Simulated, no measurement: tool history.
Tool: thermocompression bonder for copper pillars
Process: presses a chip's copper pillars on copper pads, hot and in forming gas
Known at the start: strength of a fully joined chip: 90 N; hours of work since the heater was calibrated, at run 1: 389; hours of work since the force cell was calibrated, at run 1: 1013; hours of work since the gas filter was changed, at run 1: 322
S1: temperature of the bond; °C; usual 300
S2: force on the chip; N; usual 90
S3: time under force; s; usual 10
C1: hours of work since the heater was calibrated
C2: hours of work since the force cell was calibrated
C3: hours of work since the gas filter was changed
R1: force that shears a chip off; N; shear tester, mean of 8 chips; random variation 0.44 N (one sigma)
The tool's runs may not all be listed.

Run 1, hour 0.0: usual settings; C1 389; C2 1013; C3 322. Result: R1 60.1 N.
Run 2, hour 14.4: usual settings but S3 19 s; C1 398; C2 1022; C3 332. Result: R1 69.9 N.
Run 3, hour 32.4: usual settings; C1 410; C2 1034; C3 343. Result: R1 61.0 N.
Run 4, hour 43.0: usual settings; C1 417; C2 1041; C3 350. Result: R1 61.1 N.
At hour 47.8: forming gas filter changed.
Run 5, hour 53.7: usual settings but S1 276 °C; C1 424; C2 1048; C3 4. Result: R1 49.1 N.
Run 6, hour 68.4: usual settings but S1 276 °C; C1 433; C2 1058; C3 14. Result: R1 49.1 N.
Run 7, hour 89.2: usual settings but S2 71 N; C1 447; C2 1071; C3 27. Result: R1 56.2 N.
Run 8, hour 112.8: usual settings but S2 71 N; C1 463; C2 1087; C3 43. Result: R1 55.5 N.
At hour 128.3: force cell calibrated.
Run 9, hour 129.4: usual settings but S2 71 N; C1 472; C2 1; C3 53. Result: R1 52.3 N.
Run 10, hour 146.9: usual settings but S2 71 N; C1 484; C2 12; C3 64. Result: R1 51.7 N.
Run 11, hour 162.1: usual settings but S2 77 N; C1 494; C2 22; C3 74. Result: R1 54.7 N.
Run 12, hour 182.9: usual settings but S2 77 N; C1 508; C2 36; C3 88. Result: R1 54.7 N.
Run 13, hour 197.5: usual settings but S1 317 °C; C1 517; C2 45; C3 97. Result: R1 69.4 N.
Run 14, hour 217.9: usual settings but S1 317 °C; C1 531; C2 59; C3 111. Result: R1 68.7 N.
Run 15, hour 234.0: usual settings but S1 317 °C; C1 541; C2 69; C3 121. Result: R1 68.3 N.
Run 16, hour 245.2: usual settings but S1 317 °C; C1 549; C2 77; C3 129. Result: R1 68.8 N.
Run 17, hour 264.3: usual settings but S1 317 °C; C1 561; C2 89; C3 141. Result: R1 68.0 N.
Run 18, hour 286.7: usual settings but S2 61 N; C1 576; C2 104; C3 156. Result: R1 45.8 N.
Run 19, hour 302.6: usual settings but S1 317 °C, S2 61 N; C1 586; C2 114; C3 166. Result: R1 54.9 N.
Run 20, hour 315.4: usual settings but S3 29 s; C1 595; C2 123; C3 175. Result: R1 74.6 N.
Run 21, hour 327.7: usual settings but S1 307 °C, S2 120 N; C1 603; C2 131; C3 183. Result: R1 72.2 N.
Run 22, hour 338.8: usual settings but S1 329 °C, S2 73 N, S3 7 s; C1 610; C2 138; C3 190. Result: R1 62.6 N.
Run 23, hour 352.3: usual settings but S1 282 °C, S3 7 s; C1 619; C2 147; C3 199. Result: R1 42.8 N.
Run 24, hour 373.0: usual settings but S2 56 N, S3 7 s; C1 632; C2 161; C3 213. Result: R1 37.5 N.
Run 25, hour 394.4: usual settings but S2 125 N, S3 11 s; C1 647; C2 175; C3 227. Result: R1 70.9 N.
Run 26, hour 416.1: usual settings but S2 125 N, S3 11 s; C1 661; C2 189; C3 241. Result: R1 69.9 N.
Run 27, hour 429.3: usual settings but S1 274 °C, S2 125 N, S3 8 s; C1 670; C2 198; C3 250. Result: R1 49.7 N.
Run 28, hour 443.5: usual settings but S1 274 °C, S2 125 N, S3 8 s; C1 679; C2 207; C3 259. Result: R1 50.1 N.
Run 29, hour 466.9: usual settings but S1 321 °C, S2 131 N, S3 13 s; C1 694; C2 222; C3 274. Result: R1 80.3 N.
Run 30, hour 484.3: usual settings but S1 293 °C, S2 131 N, S3 24 s; C1 706; C2 234; C3 286. Result: R1 76.6 N.
Run 31, hour 502.0: usual settings but S1 323 °C, S3 29 s; C1 717; C2 245; C3 297. Result: R1 80.8 N.
Run 32, hour 516.2: usual settings but S1 303 °C, S2 87 N; C1 727; C2 255; C3 307. Result: R1 57.8 N.
Run 33, hour 528.3: usual settings but S1 303 °C, S2 87 N; C1 735; C2 263; C3 315. Result: R1 57.3 N.
Run 34, hour 538.2: usual settings but S1 303 °C, S2 87 N; C1 741; C2 269; C3 321. Result: R1 57.8 N.
Run 35, hour 548.0: usual settings but S1 303 °C, S2 87 N; C1 747; C2 276; C3 328. Result: R1 58.1 N.
Run 36, hour 569.5: usual settings but S2 65 N; C1 762; C2 290; C3 342. Result: R1 46.0 N.
Run 37, hour 582.7: usual settings but S2 65 N; C1 770; C2 299; C3 350. Result: R1 47.1 N.
At hour 587.1: forming gas filter changed.
Run 38, hour 601.8: usual settings but S2 65 N; C1 782; C2 311; C3 10. Result: R1 49.3 N.
Run 39, hour 618.6: usual settings but S2 62 N; C1 794; C2 322; C3 21. Result: R1 47.9 N.
Run 40, hour 638.6: usual settings but S1 327 °C, S2 73 N; C1 807; C2 335; C3 34. Result: R1 68.6 N.

Measured less the same run without the tool's hidden state. The same run-to-run variation is in both; the gauge's scatter may not be:
The hidden state here: true temperature of the bond over the reading, C; force that reaches the chip, % of what is set; oxide that the forming gas leaves, % of the face; drift of the gauge itself on shear_n, %.
run    R1
  1  -2.0
  2  -2.9
  3  -2.3
  4  -2.3
  5  +1.0
  6  +0.9
  7  +0.9
  8  +0.8
  9  -2.6
 10  -2.7
 11  -2.8
 12  -3.0
 13  -2.9
 14  -3.1
 15  -3.2
 16  -3.3
 17  -3.5
 18  -3.4
 19  -3.7
 20  -3.9
 21  -4.0
 22  -4.0
 23  -3.8
 24  -3.4
 25  -4.7
 26  -4.8
 27  -4.8
 28  -4.9
 29  -4.7
 30  -5.3
 31  -5.0
 32  -5.4
 33  -5.5
 34  -5.6
 35  -5.7
 36  -5.2
 37  -5.3
 38  -2.7
 39  -2.8
 40  -2.6
